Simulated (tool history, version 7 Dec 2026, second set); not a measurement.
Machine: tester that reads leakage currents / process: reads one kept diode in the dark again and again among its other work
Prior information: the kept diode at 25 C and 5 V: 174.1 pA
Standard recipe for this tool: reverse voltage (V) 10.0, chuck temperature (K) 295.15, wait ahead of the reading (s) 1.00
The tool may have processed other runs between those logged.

run    hour  reverse voltage (V)  chuck temperature (K)  wait ahead of the reading (s)  current that the tester gives (pA)
  1     0.0                 10.0                 295.15                           1.00                              169.92
  2    98.1                 10.0                 295.15                           1.00                              169.01
  3   188.5                 10.0                 295.15                           1.00                              168.38
  4   320.5                 10.0                 300.15                           1.00                              256.76
  5   423.5                 10.0                 300.15                           1.00                              257.00
  6   522.3                 10.0                 295.15                           1.00                              166.29
  7   617.4                 10.0                 295.15                           1.00                              164.96
      707.9  -- probe card cleaned and baked
  8   730.7                 10.0                 295.15                           1.00                              157.10
  9   800.6                 10.0                 295.15                           1.00                              156.61
 10   881.5                 10.0                 318.15                           0.73                             1064.32
 11  1006.8                 15.5                 330.15                           0.84                             3212.21
     1015.0  -- chuck's temperature calibrated
 12  1091.7                  2.1                 301.15                           0.32                              115.31
 13  1164.3                  1.9                 295.15                           0.31                               64.56
 14  1223.8                  1.6                 295.15                           1.00                               58.46
 15  1337.9                  1.6                 295.15                           1.00                               58.46

Forecast run 16:
 16  1474.8                 12.5                 298.15                           6.80                                   ?

current that the tester gives (pA): 211.47
Minus the tool's unlogged condition, the same run would have read current that the tester gives (pA) 275.48.

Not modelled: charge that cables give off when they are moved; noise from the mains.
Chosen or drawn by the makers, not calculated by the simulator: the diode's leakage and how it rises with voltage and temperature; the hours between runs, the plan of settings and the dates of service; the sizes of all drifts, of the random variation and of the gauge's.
